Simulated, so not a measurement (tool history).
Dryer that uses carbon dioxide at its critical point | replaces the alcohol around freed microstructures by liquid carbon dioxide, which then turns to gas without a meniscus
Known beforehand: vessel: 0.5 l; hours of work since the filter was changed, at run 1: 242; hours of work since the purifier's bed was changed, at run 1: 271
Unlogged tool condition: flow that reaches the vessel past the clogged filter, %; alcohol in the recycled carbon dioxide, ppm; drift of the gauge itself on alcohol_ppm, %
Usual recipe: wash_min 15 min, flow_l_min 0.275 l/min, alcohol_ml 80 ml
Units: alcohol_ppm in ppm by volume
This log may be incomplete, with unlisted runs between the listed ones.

run	day	wash_min	flow_l_min	alcohol_ml	hours of work since the filter was changed	hours of work since the purifier's bed was changed	alcohol_ppm
1	0.000	15	0.275	80	242	271	151
2	0.808	15	0.275	80	254	283	155
3	1.854	15	0.275	80	270	299	170
4	2.708	15	0.275	80	283	312	173
5	3.662	15	0.318	80	297	326	107
6	4.404	15	0.318	39	308	337	95
7	5.238	15	0.318	39	321	349	95
8	6.012	15	0.318	39	332	361	97
9	6.771	14	0.275	80	344	373	292
10	7.717	14	0.275	80	358	387	292
11	8.188	15	0.275	80	365	394	216
# day 8.654: inlet filter changed
12	9.071	15	0.275	80	6	406	144
13	9.512	15	0.275	80	13	413	133
14	10.050	15	0.275	80	21	421	146
15	10.892	15	0.275	80	34	434	159
16	11.854	15	0.275	80	48	448	151
17	12.600	15	0.275	80	59	459	167
18	13.388	15	0.275	80	71	471	172
19	14.325	15	0.275	80	85	485	169
20	15.004	15	0.275	80	95	496	164
21	15.683	15	0.275	80	106	506	169
22	16.375	18	0.185	47	116	516	297
23	17.146	11	0.185	30	128	528	1430
24	17.679	12	0.275	80	136	536	457
25	18.500	11	0.218	28	148	548	768
26	19.262	21	0.275	72	159	560	119
27	20.008	21	0.275	72	171	571	123
28	20.850	10	0.233	21	183	583	721
29	21.775	10	0.233	21	197	597	740
30	22.779	10	0.233	21	212	612	754
31	23.233	23	0.382	21	219	619	131
32	23.779	11	0.275	24	227	627	332
33	24.412	11	0.393	77	237	637	200
34	24.900	11	0.393	77	244	644	212
35	25.750	14	0.300	88	257	657	240
36	26.821	14	0.300	88	273	673	246
37	27.467	14	0.275	29	283	683	211
38	28.350	20	0.269	22	296	696	152
39	28.925	12	0.275	80	305	705	630
40	29.979	15	0.275	76	320	721	271
41	30.692	9	0.409	46	331	731	327
42	31.438	9	0.409	46	342	743	317

Measured minus without-hidden-state, run by run (identical run-to-run variation in each term; gauge scatter may differ):
run	alcohol_ppm
1	+104
2	+105
3	+115
4	+120
5	+87
6	+80
7	+85
8	+85
9	+196
10	+206
11	+164
12	+85
13	+88
14	+92
15	+95
16	+100
17	+108
18	+110
19	+115
20	+117
21	+120
22	+151
23	+340
24	+209
25	+260
26	+115
27	+119
28	+279
29	+300
30	+313
31	+125
32	+209
33	+165
34	+167
35	+183
36	+192
37	+171
38	+147
39	+391
40	+218
41	+246
42	+242

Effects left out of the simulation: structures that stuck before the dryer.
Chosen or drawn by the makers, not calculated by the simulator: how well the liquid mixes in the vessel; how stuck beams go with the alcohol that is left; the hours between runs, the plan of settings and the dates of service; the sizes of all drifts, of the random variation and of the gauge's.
